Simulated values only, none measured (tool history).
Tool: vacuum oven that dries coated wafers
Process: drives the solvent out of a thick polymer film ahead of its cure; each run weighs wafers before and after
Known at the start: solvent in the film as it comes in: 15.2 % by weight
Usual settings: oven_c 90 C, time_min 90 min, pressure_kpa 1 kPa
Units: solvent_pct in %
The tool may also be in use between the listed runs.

{"run": 1, "hour": 0.0, "oven_c": 90, "time_min": 90, "pressure_kpa": 1, "solvent_pct": 1.81}
{"run": 2, "hour": 24.9, "oven_c": 90, "time_min": 90, "pressure_kpa": 1, "solvent_pct": 1.81}
{"run": 3, "hour": 44.2, "oven_c": 90, "time_min": 62, "pressure_kpa": 1, "solvent_pct": 3.21}
{"run": 4, "hour": 81.3, "oven_c": 90, "time_min": 90, "pressure_kpa": 1, "solvent_pct": 1.84}
{"run": 5, "hour": 116.1, "oven_c": 90, "time_min": 90, "pressure_kpa": 1, "solvent_pct": 1.84}
{"hour": 148.0, "done": "vacuum gauge cleaned of residue and calibrated"}
{"run": 6, "hour": 157.5, "oven_c": 90, "time_min": 90, "pressure_kpa": 0.71, "solvent_pct": 1.72}
{"run": 7, "hour": 201.9, "oven_c": 90, "time_min": 90, "pressure_kpa": 3.06, "solvent_pct": 2.13}
{"run": 8, "hour": 222.1, "oven_c": 90, "time_min": 90, "pressure_kpa": 3.06, "solvent_pct": 2.15}
{"run": 9, "hour": 259.4, "oven_c": 101, "time_min": 90, "pressure_kpa": 3.06, "solvent_pct": 0.88}
{"run": 10, "hour": 296.2, "oven_c": 90, "time_min": 113, "pressure_kpa": 1, "solvent_pct": 1.13}
{"run": 11, "hour": 328.4, "oven_c": 90, "time_min": 90, "pressure_kpa": 1, "solvent_pct": 1.78}
{"run": 12, "hour": 370.4, "oven_c": 90, "time_min": 90, "pressure_kpa": 1, "solvent_pct": 1.8}
{"run": 13, "hour": 413.7, "oven_c": 90, "time_min": 90, "pressure_kpa": 1, "solvent_pct": 1.8}
{"run": 14, "hour": 446.5, "oven_c": 90, "time_min": 90, "pressure_kpa": 1, "solvent_pct": 1.82}
{"run": 15, "hour": 491.8, "oven_c": 90, "time_min": 90, "pressure_kpa": 1, "solvent_pct": 1.82}
{"run": 16, "hour": 526.6, "oven_c": 90, "time_min": 90, "pressure_kpa": 1, "solvent_pct": 1.83}
{"run": 17, "hour": 553.4, "oven_c": 90, "time_min": 90, "pressure_kpa": 1, "solvent_pct": 1.83}
{"hour": 576.1, "done": "oven's thermocouples calibrated"}
{"run": 18, "hour": 580.9, "oven_c": 90, "time_min": 90, "pressure_kpa": 1, "solvent_pct": 1.9}
{"run": 19, "hour": 617.3, "oven_c": 76, "time_min": 90, "pressure_kpa": 1, "solvent_pct": 4.54}
{"run": 20, "hour": 653.5, "oven_c": 76, "time_min": 90, "pressure_kpa": 1, "solvent_pct": 4.57}
{"run": 21, "hour": 685.5, "oven_c": 100, "time_min": 90, "pressure_kpa": 1, "solvent_pct": 0.81}
{"run": 22, "hour": 710.4, "oven_c": 91, "time_min": 109, "pressure_kpa": 2.04, "solvent_pct": 1.44}
{"run": 23, "hour": 736.2, "oven_c": 77, "time_min": 104, "pressure_kpa": 1, "solvent_pct": 3.76}
{"hour": 756.6, "done": "oven's thermocouples calibrated, once more"}
{"run": 24, "hour": 767.7, "oven_c": 77, "time_min": 104, "pressure_kpa": 1, "solvent_pct": 3.44}
{"run": 25, "hour": 790.0, "oven_c": 98, "time_min": 51, "pressure_kpa": 1, "solvent_pct": 2.44}
{"run": 26, "hour": 816.2, "oven_c": 98, "time_min": 51, "pressure_kpa": 1, "solvent_pct": 2.47}
{"run": 27, "hour": 846.4, "oven_c": 98, "time_min": 68, "pressure_kpa": 1.72, "solvent_pct": 1.58}
{"run": 28, "hour": 868.1, "oven_c": 98, "time_min": 68, "pressure_kpa": 1.72, "solvent_pct": 1.62}
{"run": 29, "hour": 913.2, "oven_c": 84, "time_min": 61, "pressure_kpa": 1, "solvent_pct": 4.35}
{"run": 30, "hour": 935.2, "oven_c": 95, "time_min": 150, "pressure_kpa": 0.97, "solvent_pct": 0.35}
{"run": 31, "hour": 964.6, "oven_c": 95, "time_min": 150, "pressure_kpa": 0.97, "solvent_pct": 0.39}
{"run": 32, "hour": 988.8, "oven_c": 95, "time_min": 150, "pressure_kpa": 0.97, "solvent_pct": 0.36}
{"run": 33, "hour": 1017.6, "oven_c": 95, "time_min": 150, "pressure_kpa": 0.97, "solvent_pct": 0.36}
{"run": 34, "hour": 1057.0, "oven_c": 95, "time_min": 150, "pressure_kpa": 0.97, "solvent_pct": 0.39}
{"run": 35, "hour": 1079.5, "oven_c": 95, "time_min": 150, "pressure_kpa": 0.97, "solvent_pct": 0.41}
{"run": 36, "hour": 1123.2, "oven_c": 95, "time_min": 150, "pressure_kpa": 0.97, "solvent_pct": 0.37}
{"run": 37, "hour": 1163.7, "oven_c": 95, "time_min": 150, "pressure_kpa": 0.97, "solvent_pct": 0.41}

Measured less the same run without the tool's hidden state. The same run-to-run variation is in both; the gauge's scatter may not be:
The hidden state here: true wafer temperature over the reading, C; true pressure over the reading, kPa; drift of the gauge itself on solvent_pct, %.
run=1 solvent_pct=+0.15
run=2 solvent_pct=+0.15
run=3 solvent_pct=+0.17
run=4 solvent_pct=+0.17
run=5 solvent_pct=+0.18
run=6 solvent_pct=+0.08
run=7 solvent_pct=+0.1
run=8 solvent_pct=+0.1
run=9 solvent_pct=+0.06
run=10 solvent_pct=+0.08
run=11 solvent_pct=+0.12
run=12 solvent_pct=+0.14
run=13 solvent_pct=+0.14
run=14 solvent_pct=+0.15
run=15 solvent_pct=+0.17
run=16 solvent_pct=+0.17
run=17 solvent_pct=+0.18
run=18 solvent_pct=+0.23
run=19 solvent_pct=+0.35
run=20 solvent_pct=+0.37
run=21 solvent_pct=+0.14
run=22 solvent_pct=+0.21
run=23 solvent_pct=+0.38
run=24 solvent_pct=+0.03
run=25 solvent_pct=+0.02
run=26 solvent_pct=+0.02
run=27 solvent_pct=+0.03
run=28 solvent_pct=+0.03
run=29 solvent_pct=+0.06
run=30 solvent_pct=+0.05
run=31 solvent_pct=+0.05
run=32 solvent_pct=+0.05
run=33 solvent_pct=+0.05
run=34 solvent_pct=+0.06
run=35 solvent_pct=+0.06
run=36 solvent_pct=+0.06
run=37 solvent_pct=+0.07
